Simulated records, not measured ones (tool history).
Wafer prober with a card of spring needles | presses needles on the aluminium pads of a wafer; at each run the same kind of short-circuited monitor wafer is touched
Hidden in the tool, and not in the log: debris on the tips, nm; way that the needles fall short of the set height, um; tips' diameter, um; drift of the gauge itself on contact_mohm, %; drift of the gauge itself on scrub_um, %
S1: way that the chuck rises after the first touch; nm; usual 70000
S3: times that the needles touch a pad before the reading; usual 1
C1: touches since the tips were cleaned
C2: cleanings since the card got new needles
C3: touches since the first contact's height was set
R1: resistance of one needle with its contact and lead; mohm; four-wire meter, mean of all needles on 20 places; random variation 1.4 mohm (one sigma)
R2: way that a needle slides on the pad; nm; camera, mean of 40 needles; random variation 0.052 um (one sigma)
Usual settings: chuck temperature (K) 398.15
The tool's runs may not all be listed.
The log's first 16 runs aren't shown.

{"run": 17, "hour": 107.1, "S1": 55000, "chuck temperature (K)": 354.15, "S3": 1, "C1": 4006, "C2": 43, "C3": 31563, "R1": 127, "R2": 13690}
{"hour": 112.4, "done": "tips cleaned on abrasive film"}
{"run": 18, "hour": 117.0, "S1": 55000, "chuck temperature (K)": 365.15, "S3": 1, "C1": 3144, "C2": 44, "C3": 38209, "R1": 129, "R2": 13690}
{"hour": 122.8, "done": "tips cleaned on abrasive film"}
{"run": 19, "hour": 125.6, "S1": 72000, "chuck temperature (K)": 341.15, "S3": 1, "C1": 1858, "C2": 45, "C3": 43960, "R1": 119, "R2": 17900}
{"run": 20, "hour": 131.4, "S1": 72000, "chuck temperature (K)": 392.15, "S3": 2, "C1": 5829, "C2": 45, "C3": 47931, "R1": 126, "R2": 17860}
{"hour": 133.6, "done": "tips cleaned on abrasive film"}
{"run": 21, "hour": 138.7, "S1": 72000, "chuck temperature (K)": 392.15, "S3": 2, "C1": 3505, "C2": 46, "C3": 52856, "R1": 125, "R2": 17870}
{"hour": 144.5, "done": "tips cleaned on abrasive film"}
{"run": 22, "hour": 144.7, "S1": 72000, "chuck temperature (K)": 392.15, "S3": 2, "C1": 180, "C2": 47, "C3": 56867, "R1": 127, "R2": 17880}
{"run": 23, "hour": 152.1, "S1": 72000, "chuck temperature (K)": 392.15, "S3": 2, "C1": 5240, "C2": 47, "C3": 61927, "R1": 126, "R2": 17900}
{"hour": 155.1, "done": "tips cleaned on abrasive film"}
{"run": 24, "hour": 160.3, "S1": 52000, "chuck temperature (K)": 387.15, "S3": 2, "C1": 3584, "C2": 48, "C3": 67440, "R1": 132, "R2": 12960}
{"hour": 165.9, "done": "tips cleaned on abrasive film"}
{"run": 25, "hour": 166.2, "S1": 52000, "chuck temperature (K)": 387.15, "S3": 2, "C1": 177, "C2": 49, "C3": 71330, "R1": 131, "R2": 12950}
{"hour": 176.3, "done": "tips cleaned on abrasive film"}
{"run": 26, "hour": 176.3, "S1": 52000, "chuck temperature (K)": 370.15, "S3": 1, "C1": 0, "C2": 50, "C3": 78161, "R1": 129, "R2": 13030}
{"run": 27, "hour": 180.7, "S1": 52000, "chuck temperature (K)": 370.15, "S3": 1, "C1": 2964, "C2": 50, "C3": 81125, "R1": 128, "R2": 13010}
{"hour": 186.7, "done": "tips cleaned on abrasive film"}
{"run": 28, "hour": 190.7, "S1": 64000, "chuck temperature (K)": 398.15, "S3": 2, "C1": 2680, "C2": 51, "C3": 87871, "R1": 126, "R2": 15990}
{"run": 29, "hour": 196.5, "S1": 58000, "chuck temperature (K)": 312.15, "S3": 2, "C1": 6659, "C2": 51, "C3": 91850, "R1": 117, "R2": 14580}
{"hour": 197.4, "done": "tips cleaned on abrasive film"}
{"run": 30, "hour": 206.1, "S1": 68000, "chuck temperature (K)": 305.15, "S3": 3, "C1": 5909, "C2": 52, "C3": 98305, "R1": 114, "R2": 17100}

5 ways to go on from here, each from the tool as it stands after run 30. What would each give?
{"hour": 208.3, "done": "tips cleaned on abrasive film"}
{"run": "A", "hour": 210.8, "S1": 68000, "chuck temperature (K)": 316.15, "S3": 1, "C1": 1748, "C2": 53, "C3": 101460, "R1": "?", "R2": "?"}
{"hour": 208.3, "done": "tips cleaned on abrasive film"}
{"run": "B", "hour": 210.8, "S1": 65000, "chuck temperature (K)": 305.15, "S3": 3, "C1": 1748, "C2": 53, "C3": 101460, "R1": "?", "R2": "?"}
{"hour": 208.3, "done": "tips cleaned on abrasive film"}
{"run": "C", "hour": 210.8, "S1": 67000, "chuck temperature (K)": 313.15, "S3": 2, "C1": 1748, "C2": 53, "C3": 101460, "R1": "?", "R2": "?"}
{"hour": 208.3, "done": "tips cleaned on abrasive film"}
{"run": "D", "hour": 210.8, "S1": 68000, "chuck temperature (K)": 305.15, "S3": 2, "C1": 1748, "C2": 53, "C3": 101460, "R1": "?", "R2": "?"}
{"hour": 208.3, "done": "tips cleaned on abrasive film"}
{"run": "E", "hour": 210.8, "S1": 75000, "chuck temperature (K)": 305.15, "S3": 3, "C1": 1748, "C2": 53, "C3": 101460, "R1": "?", "R2": "?"}

run=A R1=116 R2=17080
run=B R1=117 R2=16280
run=C R1=114 R2=16840
run=D R1=117 R2=17110
run=E R1=111 R2=18760
Without the tool's hidden state the same runs would have given:
run=A R1=116 R2=16670
run=B R1=116 R2=15890
run=C R1=114 R2=16440
run=D R1=116 R2=16700
run=E R1=111 R2=18310
